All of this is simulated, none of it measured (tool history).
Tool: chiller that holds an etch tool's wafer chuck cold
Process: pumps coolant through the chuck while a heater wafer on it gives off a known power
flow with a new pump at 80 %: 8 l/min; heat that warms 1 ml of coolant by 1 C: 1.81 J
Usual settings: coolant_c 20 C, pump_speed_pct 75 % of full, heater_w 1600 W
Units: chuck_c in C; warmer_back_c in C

{"run": 1, "hour": 0.0, "coolant_c": 20, "pump_speed_pct": 75, "heater_w": 1600, "chuck_c": 38.3, "warmer_back_c": 7.08}
{"run": 2, "hour": 45.4, "coolant_c": 20, "pump_speed_pct": 75, "heater_w": 1344, "chuck_c": 35.3, "warmer_back_c": 5.93}
{"run": 3, "hour": 82.7, "coolant_c": 20, "pump_speed_pct": 75, "heater_w": 1344, "chuck_c": 35.1, "warmer_back_c": 5.86}
{"run": 4, "hour": 106.7, "coolant_c": 20, "pump_speed_pct": 64, "heater_w": 1600, "chuck_c": 40, "warmer_back_c": 8.2}
{"run": 5, "hour": 149.6, "coolant_c": 20, "pump_speed_pct": 64, "heater_w": 1600, "chuck_c": 39.9, "warmer_back_c": 8.25}
{"run": 6, "hour": 198.6, "coolant_c": 20, "pump_speed_pct": 80, "heater_w": 1600, "chuck_c": 37.6, "warmer_back_c": 6.64}
{"run": 7, "hour": 225.3, "coolant_c": 20, "pump_speed_pct": 80, "heater_w": 1600, "chuck_c": 37.6, "warmer_back_c": 6.56}
{"run": 8, "hour": 246.9, "coolant_c": 20, "pump_speed_pct": 84, "heater_w": 1221, "chuck_c": 32.9, "warmer_back_c": 4.79}
{"run": 9, "hour": 276.8, "coolant_c": 18, "pump_speed_pct": 75, "heater_w": 1566, "chuck_c": 35.8, "warmer_back_c": 6.83}
{"run": 10, "hour": 304.7, "coolant_c": 23, "pump_speed_pct": 75, "heater_w": 1600, "chuck_c": 41.2, "warmer_back_c": 6.97}
{"run": 11, "hour": 332.0, "coolant_c": 19, "pump_speed_pct": 82, "heater_w": 1445, "chuck_c": 34.7, "warmer_back_c": 5.76}
{"run": 12, "hour": 378.3, "coolant_c": 19, "pump_speed_pct": 93, "heater_w": 1884, "chuck_c": 38, "warmer_back_c": 6.62}
{"run": 13, "hour": 410.5, "coolant_c": 11, "pump_speed_pct": 93, "heater_w": 1637, "chuck_c": 27.6, "warmer_back_c": 5.75}
{"run": 14, "hour": 442.0, "coolant_c": 20, "pump_speed_pct": 75, "heater_w": 1130, "chuck_c": 32.9, "warmer_back_c": 4.91}

The same runs without the tool's hidden state, with the same run-to-run variation:
The hidden state here: heat passed by the chuck's channels, % of clean ones'; flow at a given pump speed, % of a new pump's; coolant's true temperature over the reading, C; drift of the gauge itself on chuck_c, C; drift of the gauge itself on warmer_back_c, C.
run=1 warmer_back_c=7.08
run=2 warmer_back_c=5.95
run=3 warmer_back_c=5.88
run=4 warmer_back_c=8.23
run=5 warmer_back_c=8.29
run=6 warmer_back_c=6.69
run=7 warmer_back_c=6.62
run=8 warmer_back_c=4.86
run=9 warmer_back_c=6.91
run=10 warmer_back_c=7.05
run=11 warmer_back_c=5.86
run=12 warmer_back_c=6.73
run=13 warmer_back_c=5.86
run=14 warmer_back_c=5.03
chuck_c: as measured in every run.
